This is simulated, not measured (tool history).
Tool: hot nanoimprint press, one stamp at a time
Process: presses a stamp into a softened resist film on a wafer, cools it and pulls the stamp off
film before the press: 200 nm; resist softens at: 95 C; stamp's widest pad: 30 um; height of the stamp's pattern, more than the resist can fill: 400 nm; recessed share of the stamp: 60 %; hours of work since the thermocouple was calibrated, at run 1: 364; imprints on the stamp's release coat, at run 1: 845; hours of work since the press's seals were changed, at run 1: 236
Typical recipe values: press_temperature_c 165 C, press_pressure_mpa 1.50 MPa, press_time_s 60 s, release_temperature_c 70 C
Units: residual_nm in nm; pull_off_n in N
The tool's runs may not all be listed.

| run | hour | press_temperature_c | press_pressure_mpa | press_time_s | release_temperature_c | hours of work since the thermocouple was calibrated | imprints on the stamp's release coat | hours of work since the press's seals were changed | residual_nm | pull_off_n |
|---|---|---|---|---|---|---|---|---|---|---|
| 1 | 0.0 | 165 | 1.50 | 60 | 70 | 364 | 845 | 236 | 109.7 | 301 |
| 2 | 8.8 | 165 | 1.50 | 60 | 70 | 369 | 873 | 242 | 110.0 | 302 |
| 3 | 19.1 | 165 | 1.50 | 60 | 70 | 375 | 906 | 248 | 109.2 | 304 |
| 4 | 30.5 | 165 | 1.50 | 60 | 70 | 381 | 942 | 254 | 110.0 | 310 |
| 5 | 41.3 | 165 | 1.50 | 60 | 70 | 388 | 977 | 261 | 110.0 | 312 |
| 6 | 52.2 | 165 | 1.50 | 60 | 70 | 394 | 1011 | 267 | 109.9 | 307 |
| 7 | 57.5 | 165 | 1.50 | 60 | 70 | 397 | 1028 | 270 | 110.1 | 320 |
| 8 | 64.7 | 165 | 1.50 | 60 | 67 | 401 | 1051 | 274 | 109.6 | 335 |
| 9 | 72.8 | 165 | 1.50 | 60 | 70 | 406 | 1077 | 279 | 109.6 | 325 |
| 10 | 79.0 | 165 | 1.50 | 60 | 70 | 410 | 1097 | 283 | 110.0 | 322 |
| 11 | 84.3 | 157 | 1.50 | 60 | 70 | 413 | 1114 | 286 | 148.5 | 322 |
| 12 | 94.1 | 157 | 1.50 | 60 | 70 | 419 | 1145 | 291 | 148.9 | 333 |
| 13 | 102.4 | 165 | 1.94 | 60 | 70 | 423 | 1171 | 296 | 98.8 | 334 |
| 14 | 112.2 | 165 | 1.94 | 60 | 70 | 429 | 1202 | 302 | 98.4 | 339 |
| 15 | 119.3 | 165 | 1.50 | 60 | 70 | 433 | 1225 | 306 | 110.2 | 337 |
| 16 | 125.1 | 165 | 1.50 | 65 | 57 | 437 | 1243 | 310 | 107.7 | 414 |
| 17 | 132.7 | 163 | 1.87 | 39 | 75 | 441 | 1268 | 314 | 125.5 | 312 |
| 18 | 139.2 | 172 | 1.50 | 35 | 70 | 445 | 1289 | 318 | 100.0 | 349 |
| 19 | 148.5 | 162 | 1.50 | 112 | 63 | 450 | 1318 | 323 | 103.0 | 385 |
| 20 | 157.3 | 162 | 1.81 | 118 | 75 | 455 | 1346 | 328 | 93.6 | 320 |
| 21 | 167.7 | 157 | 1.68 | 104 | 77 | 462 | 1379 | 334 | 124.7 | 319 |
|  | 178.8 | plate thermocouple calibrated |
| 22 | 181.5 | 156 | 1.50 | 47 | 70 | 2 | 1414 | 341 | 154.3 | 360 |
| 23 | 186.2 | 156 | 1.50 | 47 | 70 | 4 | 1429 | 343 | 155.7 | 347 |
| 24 | 193.5 | 156 | 1.50 | 47 | 70 | 9 | 1452 | 348 | 154.6 | 355 |
| 25 | 199.3 | 156 | 1.50 | 47 | 70 | 12 | 1471 | 351 | 154.7 | 346 |
| 26 | 206.1 | 156 | 0.92 | 47 | 73 | 16 | 1492 | 355 | 170.1 | 346 |
| 27 | 214.7 | 154 | 1.81 | 60 | 72 | 21 | 1520 | 360 | 148.3 | 353 |
| 28 | 225.9 | 165 | 0.96 | 60 | 70 | 27 | 1555 | 367 | 125.3 | 353 |
| 29 | 231.5 | 163 | 0.96 | 83 | 64 | 31 | 1573 | 370 | 122.1 | 401 |

Here are 5 independent what-if runs from the current tool condition. What would each one return?
| A | 241.1 | 165 | 1.50 | 48 | 70 | 36 | 1604 | 376 | ? | ? |
| B | 241.1 | 165 | 1.84 | 60 | 70 | 36 | 1604 | 376 | ? | ? |
| C | 241.1 | 163 | 0.96 | 83 | 64 | 36 | 1604 | 376 | ? | ? |
| D | 241.1 | 172 | 2.20 | 60 | 70 | 36 | 1604 | 376 | ? | ? |
| E | 241.1 | 171 | 1.82 | 42 | 64 | 36 | 1604 | 376 | ? | ? |

| run | residual_nm | pull_off_n |
|---|---|---|
| A | 113.1 | 367 |
| B | 96.1 | 345 |
| C | 122.1 | 411 |
| D | 64.6 | 370 |
| E | 84.6 | 396 |
Stripped of hidden state, with their random variation kept, the same runs would have yielded:
| run | residual_nm | pull_off_n |
|---|---|---|
| A | 112.0 | 220 |
| B | 94.8 | 207 |
| C | 121.4 | 246 |
| D | 63.5 | 223 |
| E | 83.5 | 237 |
